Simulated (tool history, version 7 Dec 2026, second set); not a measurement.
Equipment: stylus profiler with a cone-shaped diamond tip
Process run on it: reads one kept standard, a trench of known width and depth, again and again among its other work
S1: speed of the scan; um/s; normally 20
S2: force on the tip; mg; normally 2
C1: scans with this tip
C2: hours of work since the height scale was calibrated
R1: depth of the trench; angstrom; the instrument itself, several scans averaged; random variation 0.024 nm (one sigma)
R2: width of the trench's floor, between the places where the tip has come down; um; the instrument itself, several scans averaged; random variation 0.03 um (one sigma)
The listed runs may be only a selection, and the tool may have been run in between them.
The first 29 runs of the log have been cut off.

Run 30, day 12.379: usual settings but S2 0.86 mg; C1 3545; C2 79. Result: R1 2007.3 angstrom, R2 46.89 um.
Run 31, day 12.992: usual settings but S1 28 um/s, S2 5.58 mg; C1 3641; C2 88. Result: R1 2026.1 angstrom, R2 46.89 um.
Run 32, day 13.296: usual settings but S1 28 um/s, S2 5.58 mg; C1 3689; C2 93. Result: R1 2026.2 angstrom, R2 46.84 um.
Run 33, day 13.888: usual settings but S1 28 um/s, S2 5.58 mg; C1 3782; C2 101. Result: R1 2025.9 angstrom, R2 46.87 um.
Run 34, day 14.208: usual settings but S1 23 um/s, S2 1.27 mg; C1 3832; C2 106. Result: R1 2009.5 angstrom, R2 46.75 um.
Run 35, day 14.592: usual settings but S1 23 um/s, S2 1.27 mg; C1 3893; C2 111. Result: R1 2009.5 angstrom, R2 46.78 um.
Run 36, day 15.188: usual settings but S1 6 um/s, S2 1.76 mg; C1 3987; C2 120. Result: R1 2011.5 angstrom, R2 46.89 um.
Run 37, day 15.75: usual settings but S1 36 um/s, S2 2.83 mg; C1 4075; C2 128. Result: R1 2016.1 angstrom, R2 46.81 um.
Run 38, day 16.325: usual settings but S1 36 um/s, S2 2.83 mg; C1 4165; C2 136. Result: R1 2016.4 angstrom, R2 46.76 um.
Run 39, day 16.612: usual settings but S1 36 um/s, S2 2.83 mg; C1 4211; C2 141. Result: R1 2016.2 angstrom, R2 46.76 um.
Run 40, day 16.933: usual settings but S1 17 um/s, S2 1.95 mg; C1 4261; C2 145. Result: R1 2012.6 angstrom, R2 46.84 um.
Run 41, day 17.433: usual settings but S1 17 um/s, S2 1.95 mg; C1 4340; C2 152. Result: R1 2012.8 angstrom, R2 46.82 um.
Run 42, day 17.817: usual settings but S1 17 um/s, S2 1.95 mg; C1 4400; C2 158. Result: R1 2012.4 angstrom, R2 46.81 um.
Run 43, day 18.312: usual settings but S1 37 um/s, S2 1.95 mg; C1 4478; C2 165. Result: R1 2012.5 angstrom, R2 46.71 um.

Alternative continuations, all from the tool just after run 43; predict every row:
Run A, day 18.838: usual settings but S1 18 um/s, S2 3.66 mg; C1 4561; C2 173. Result: R1 ?, R2 ?.
Run B, day 18.838: usual settings but S1 23 um/s, S2 3.12 mg; C1 4561; C2 173. Result: R1 ?, R2 ?.
Run C, day 18.838: usual settings but S1 41 um/s, S2 1.95 mg; C1 4561; C2 173. Result: R1 ?, R2 ?.

run      R1     R2
  A  2019.1  46.82
  B  2017.1  46.83
  C  2012.4  46.71
What these runs would have given with no unlogged condition in the tool:
run      R1     R2
  A  2019.9  47.18
  B  2017.8  47.18
  C  2013.2  47.07

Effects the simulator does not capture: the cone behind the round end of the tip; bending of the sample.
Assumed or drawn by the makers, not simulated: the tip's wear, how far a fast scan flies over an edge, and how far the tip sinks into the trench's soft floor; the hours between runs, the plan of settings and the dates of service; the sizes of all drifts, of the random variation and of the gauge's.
